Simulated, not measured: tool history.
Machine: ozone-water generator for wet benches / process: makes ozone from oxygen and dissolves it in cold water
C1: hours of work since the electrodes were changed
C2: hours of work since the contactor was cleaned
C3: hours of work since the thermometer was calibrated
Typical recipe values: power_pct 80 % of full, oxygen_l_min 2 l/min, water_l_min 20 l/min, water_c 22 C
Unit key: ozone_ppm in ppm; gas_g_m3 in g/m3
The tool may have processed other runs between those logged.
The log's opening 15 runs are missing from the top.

run 16 day=27.121 | power_pct=80 oxygen_l_min=1.04 water_l_min=20 water_c=14 | C1=1797 C2=1724 C3=1561 | ozone_ppm=8.4 gas_g_m3=238.2
run 17 day=29.25 | power_pct=80 oxygen_l_min=1.99 water_l_min=29 water_c=23 | C1=1847 C2=1773 C3=1611 | ozone_ppm=6.3 gas_g_m3=170.6
run 18 day=31.054 | power_pct=80 oxygen_l_min=1.46 water_l_min=17 water_c=20 | C1=1888 C2=1815 C3=1652 | ozone_ppm=10.9 gas_g_m3=199.6
run 19 day=33.562 | power_pct=56 oxygen_l_min=3.33 water_l_min=24 water_c=29 | C1=1947 C2=1873 C3=1711 | ozone_ppm=6 gas_g_m3=99.3
run 20 day=34.896 | power_pct=42 oxygen_l_min=3.53 water_l_min=27 water_c=19 | C1=1978 C2=1904 C3=1742 | ozone_ppm=4.7 gas_g_m3=77.4
run 21 day=36.25 | power_pct=42 oxygen_l_min=3.53 water_l_min=27 water_c=19 | C1=2009 C2=1936 C3=1773 | ozone_ppm=4.9 gas_g_m3=78.5
run 22 day=38.1 | power_pct=55 oxygen_l_min=3.53 water_l_min=22 water_c=19 | C1=2052 C2=1979 C3=1816 | ozone_ppm=7.4 gas_g_m3=95.4
-- day=38.438 contactor cleaned
run 23 day=40.25 | power_pct=55 oxygen_l_min=3.57 water_l_min=14 water_c=19 | C1=2098 C2=42 C3=1862 | ozone_ppm=11 gas_g_m3=94.9
run 24 day=42.75 | power_pct=55 oxygen_l_min=3.57 water_l_min=14 water_c=19 | C1=2156 C2=100 C3=1920 | ozone_ppm=11.2 gas_g_m3=94.9
run 25 day=44.942 | power_pct=45 oxygen_l_min=1.88 water_l_min=20 water_c=14 | C1=2207 C2=151 C3=1971 | ozone_ppm=6.3 gas_g_m3=112.7
run 26 day=47.371 | power_pct=45 oxygen_l_min=1.88 water_l_min=20 water_c=14 | C1=2263 C2=207 C3=2027 | ozone_ppm=6.3 gas_g_m3=111
run 27 day=50.042 | power_pct=45 oxygen_l_min=1.88 water_l_min=27 water_c=17 | C1=2325 C2=269 C3=2089 | ozone_ppm=4.4 gas_g_m3=111.6
-- day=50.55 contactor cleaned, once more
run 28 day=52.054 | power_pct=57 oxygen_l_min=1.88 water_l_min=27 water_c=17 | C1=2368 C2=35 C3=2132 | ozone_ppm=5.4 gas_g_m3=133.8
run 29 day=54.304 | power_pct=80 oxygen_l_min=2 water_l_min=25 water_c=20 | C1=2421 C2=87 C3=2185 | ozone_ppm=7.4 gas_g_m3=167.5
run 30 day=57.021 | power_pct=80 oxygen_l_min=2 water_l_min=25 water_c=20 | C1=2484 C2=150 C3=2248 | ozone_ppm=7.6 gas_g_m3=165.5
run 31 day=58.612 | power_pct=54 oxygen_l_min=1.28 water_l_min=12 water_c=27 | C1=2521 C2=187 C3=2285 | ozone_ppm=10.2 gas_g_m3=156.9
run 32 day=60.971 | power_pct=53 oxygen_l_min=2.39 water_l_min=12 water_c=17 | C1=2576 C2=242 C3=2339 | ozone_ppm=12.2 gas_g_m3=112.1

4 ways to go on from here, each from the tool as it stands after run 32. What would each give?
run A day=62.196 | power_pct=80 oxygen_l_min=1.01 water_l_min=15 water_c=22 | C1=2604 C2=270 C3=2368 | ozone_ppm=? gas_g_m3=?
run B day=62.196 | power_pct=53 oxygen_l_min=2.54 water_l_min=12 water_c=17 | C1=2604 C2=270 C3=2368 | ozone_ppm=? gas_g_m3=?
run C day=62.196 | power_pct=47 oxygen_l_min=2 water_l_min=24 water_c=22 | C1=2604 C2=270 C3=2368 | ozone_ppm=? gas_g_m3=?
run D day=62.196 | power_pct=80 oxygen_l_min=1.53 water_l_min=26 water_c=20 | C1=2604 C2=270 C3=2368 | ozone_ppm=? gas_g_m3=?

run=A ozone_ppm=10.5 gas_g_m3=234
run=B ozone_ppm=12.4 gas_g_m3=108.4
run=C ozone_ppm=5.1 gas_g_m3=112.4
run=D ozone_ppm=6.6 gas_g_m3=192.4
Take away the tool's hidden state, keep each run's random variation, and the runs would have read:
run=A ozone_ppm=11.6 gas_g_m3=256.4
run=B ozone_ppm=13.3 gas_g_m3=115.6
run=C ozone_ppm=5.5 gas_g_m3=118.9
run=D ozone_ppm=7.3 gas_g_m3=210.8

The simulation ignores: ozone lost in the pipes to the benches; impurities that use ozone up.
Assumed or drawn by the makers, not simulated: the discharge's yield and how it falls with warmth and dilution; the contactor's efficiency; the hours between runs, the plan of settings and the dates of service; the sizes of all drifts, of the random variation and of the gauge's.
